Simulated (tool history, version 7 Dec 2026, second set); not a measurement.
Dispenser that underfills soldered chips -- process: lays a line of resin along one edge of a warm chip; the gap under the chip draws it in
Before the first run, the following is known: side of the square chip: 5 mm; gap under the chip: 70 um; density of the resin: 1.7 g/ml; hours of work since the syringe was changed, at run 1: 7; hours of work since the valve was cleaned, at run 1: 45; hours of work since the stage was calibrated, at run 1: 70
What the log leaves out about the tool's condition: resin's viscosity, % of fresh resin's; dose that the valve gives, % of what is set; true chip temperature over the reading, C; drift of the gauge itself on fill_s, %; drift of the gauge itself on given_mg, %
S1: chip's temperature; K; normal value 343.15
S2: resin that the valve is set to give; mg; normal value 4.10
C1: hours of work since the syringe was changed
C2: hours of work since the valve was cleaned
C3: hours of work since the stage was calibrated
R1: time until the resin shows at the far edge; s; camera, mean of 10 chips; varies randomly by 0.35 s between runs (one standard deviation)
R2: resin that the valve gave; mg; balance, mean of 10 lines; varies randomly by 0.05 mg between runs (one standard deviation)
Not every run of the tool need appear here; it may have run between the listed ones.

run 1 hour=0.0 | S1=343.15 S2=4.10 | C1=7 C2=45 C3=70 | R1=28.6 R2=3.93
run 2 hour=4.3 | S1=343.15 S2=4.10 | C1=10 C2=48 C3=74 | R1=36.0 R2=3.87
-- hour=5.1 new syringe of resin
run 3 hour=9.7 | S1=343.15 S2=4.10 | C1=3 C2=52 C3=77 | R1=22.7 R2=3.92
run 4 hour=13.7 | S1=343.15 S2=4.34 | C1=6 C2=55 C3=80 | R1=27.1 R2=4.10
-- hour=19.2 new syringe of resin
run 5 hour=19.8 | S1=343.15 S2=4.34 | C1=0 C2=59 C3=85 | R1=18.3 R2=4.19
run 6 hour=26.2 | S1=343.15 S2=4.34 | C1=5 C2=64 C3=89 | R1=24.5 R2=4.19
run 7 hour=30.6 | S1=343.15 S2=4.34 | C1=8 C2=67 C3=93 | R1=32.1 R2=4.05
-- hour=33.5 new syringe of resin
run 8 hour=36.4 | S1=343.15 S2=4.34 | C1=2 C2=71 C3=97 | R1=20.8 R2=4.09
run 9 hour=43.0 | S1=343.15 S2=4.34 | C1=7 C2=76 C3=102 | R1=28.6 R2=4.12
run 10 hour=47.1 | S1=343.15 S2=4.10 | C1=10 C2=79 C3=105 | R1=35.9 R2=3.85
-- hour=47.9 new syringe of resin
run 11 hour=52.7 | S1=334.15 S2=4.24 | C1=4 C2=83 C3=108 | R1=35.9 R2=4.01
run 12 hour=55.9 | S1=354.15 S2=3.70 | C1=6 C2=85 C3=111 | R1=16.0 R2=3.39
-- hour=62.0 new syringe of resin
run 13 hour=62.6 | S1=348.15 S2=4.65 | C1=0 C2=90 C3=116 | R1=13.3 R2=4.41
run 14 hour=69.3 | S1=337.15 S2=4.18 | C1=5 C2=95 C3=121 | R1=35.2 R2=3.93
run 15 hour=74.7 | S1=343.15 S2=3.75 | C1=9 C2=99 C3=125 | R1=36.0 R2=3.47
-- hour=76.5 new syringe of resin
run 16 hour=78.8 | S1=343.15 S2=4.01 | C1=2 C2=102 C3=127 | R1=20.2 R2=3.74
run 17 hour=83.6 | S1=343.15 S2=4.17 | C1=5 C2=105 C3=131 | R1=25.2 R2=3.83
run 18 hour=88.6 | S1=329.15 S2=4.77 | C1=9 C2=109 C3=135 | R1=68.2 R2=4.40
-- hour=90.8 new syringe of resin
-- hour=95.9 dispensing valve cleaned and set on the balance
run 19 hour=96.3 | S1=347.15 S2=4.40 | C1=3 C2=0 C3=139 | R1=17.5 R2=4.40
run 20 hour=100.3 | S1=354.15 S2=4.40 | C1=6 C2=3 C3=142 | R1=15.7 R2=4.39

Here are 3 independent what-if runs from the current tool condition. What would each one return?
-- hour=106.1 new syringe of resin
run A hour=107.2 | S1=350.15 S2=3.57 | C1=1 C2=8 C3=147 | R1=? R2=?
-- hour=106.1 new syringe of resin
run B hour=107.2 | S1=353.15 S2=4.72 | C1=1 C2=8 C3=147 | R1=? R2=?
-- hour=106.1 new syringe of resin
run C hour=107.2 | S1=331.15 S2=4.40 | C1=1 C2=8 C3=147 | R1=? R2=?

run=A R1=13.3 R2=3.52
run=B R1=11.1 R2=4.75
run=C R1=35.5 R2=4.38
With the hidden condition removed and each run's random variation left untouched, the same runs would have given:
run=A R1=12.2 R2=3.54
run=B R1=10.2 R2=4.77
run=C R1=32.6 R2=4.40
